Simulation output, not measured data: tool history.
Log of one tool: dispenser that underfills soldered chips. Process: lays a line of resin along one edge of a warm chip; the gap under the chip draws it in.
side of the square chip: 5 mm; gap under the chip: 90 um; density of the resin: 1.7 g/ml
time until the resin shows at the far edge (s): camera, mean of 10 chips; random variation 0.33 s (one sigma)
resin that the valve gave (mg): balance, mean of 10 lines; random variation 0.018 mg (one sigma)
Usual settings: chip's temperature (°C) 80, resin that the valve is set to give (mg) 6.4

run   hour  chip's temperature (°C)  resin that the valve is set to give (mg)  time until the resin shows at the far edge (s)  resin that the valve gave (mg)
  1      0                       80                                       6.4                                            20.7                            6.31
  2    4.3                       76                                       6.4                                            29.9                            6.28
       6.3  -- new syringe of resin
  3   10.3                       80                                      6.74                                              16                            6.58
  4   13.8                       80                                      7.62                                            20.6                            7.46
  5   17.7                       80                                      7.62                                            25.1                            7.44
      19.5  -- new syringe of resin
  6   24.7                       80                                      7.62                                            19.2                            7.41
  7   30.9                       88                                      7.62                                            19.7                            7.33
      33.2  -- new syringe of resin
  8   36.4                       88                                      7.62                                            13.6                            7.34
      39.2  -- dispensing valve cleaned and set on the balance
  9   45.6                       88                                      6.53                                            19.6                            6.53
      47.2  -- new syringe of resin
 10   51.9                       88                                      6.53                                              14                            6.49
 11   56.3                       88                                      6.53                                            17.6                            6.48
      60.5  -- new syringe of resin
 12   60.8                       88                                      6.53                                            11.2                            6.48
 13   66.5                       88                                      6.53                                            15.3                            6.48
 14   70.1                       88                                      6.53                                            18.3                            6.43
        74  -- new syringe of resin
 15   75.3                       80                                       6.4                                            14.6                            6.28
 16   79.6                       80                                       6.4                                            18.6                            6.24
 17   84.2                       80                                      5.84                                            24.4                            5.68
      87.5  -- new syringe of resin
 18     91                       81                                       6.4                                            16.5                            6.21
 19   97.8                       80                                      5.83                                            25.1                            5.66
     100.7  -- new syringe of resin
 20  103.1                       84                                      6.77                                            14.3                            6.56
     105.2  -- dispensing valve cleaned and set on the balance
 21  107.8                       84                                      6.77                                            17.2                            6.75
 22  113.1                       66                                      5.72                                            43.4                             5.7
     115.2  -- new syringe of resin
 23  119.9                       66                                      5.72                                            30.8                            5.71
 24  124.7                       66                                      5.72                                            39.1                            5.68
     128.4  -- new syringe of resin
 25  129.1                       70                                      6.74                                            20.5                            6.65
 26    136                       87                                       5.9                                            16.9                            5.81
     142.1  -- new syringe of resin
 27  143.3                       80                                      6.27                                              15                            6.12
 28    150                       75                                      7.99                                            25.5                            7.76
     155.3  -- new syringe of resin
 29  156.3                       65                                      7.35                                            25.7                            7.12
 30  163.7                       80                                      6.75                                            22.8                            6.52
     168.6  -- new syringe of resin
     171.2  -- dispensing valve cleaned and set on the balance
 31  172.8                       77                                         7                                            18.5                               7
 32  176.6                       76                                      5.57                                            23.8                            5.58
     182.7  -- new syringe of resin
 33  182.7                       82                                      6.73                                            13.6                            6.72
 34  187.8                       80                                      7.47                                            18.2                            7.38
 35  191.1                       77                                      7.53                                              24                            7.46

Hidden state or all else? Some run-to-run changes of time until the resin shows at the far edge (s), split into what the settings, what came in and random variation would give without the hidden state, and what is left for the hidden state (with any gauge scatter that isn't in both results):
The hidden state here: resin's viscosity, % of fresh resin's; dose that the valve gives, % of what is set; true chip temperature over the reading, C; drift of the gauge itself on fill_s, %; drift of the gauge itself on given_mg, %.
Run 2 -> 3: chip's temperature (°C) 76 -> 80, resin that the valve is set to give (mg) 6.4 -> 6.74, new syringe of resin. time until the resin shows at the far edge (s) -13.9: hidden state -10.6, all else -3.3.
Run 21 -> 22: chip's temperature (°C) 84 -> 66, resin that the valve is set to give (mg) 6.77 -> 5.72. time until the resin shows at the far edge (s) +26.2: hidden state +14.8, all else +11.4.
Run 22 -> 23: new syringe of resin. time until the resin shows at the far edge (s) -12.6: hidden state -12.3, all else -0.3.
Run 24 -> 25: chip's temperature (°C) 66 -> 70, resin that the valve is set to give (mg) 5.72 -> 6.74, new syringe of resin. time until the resin shows at the far edge (s) -18.6: hidden state -14.4, all else -4.2.
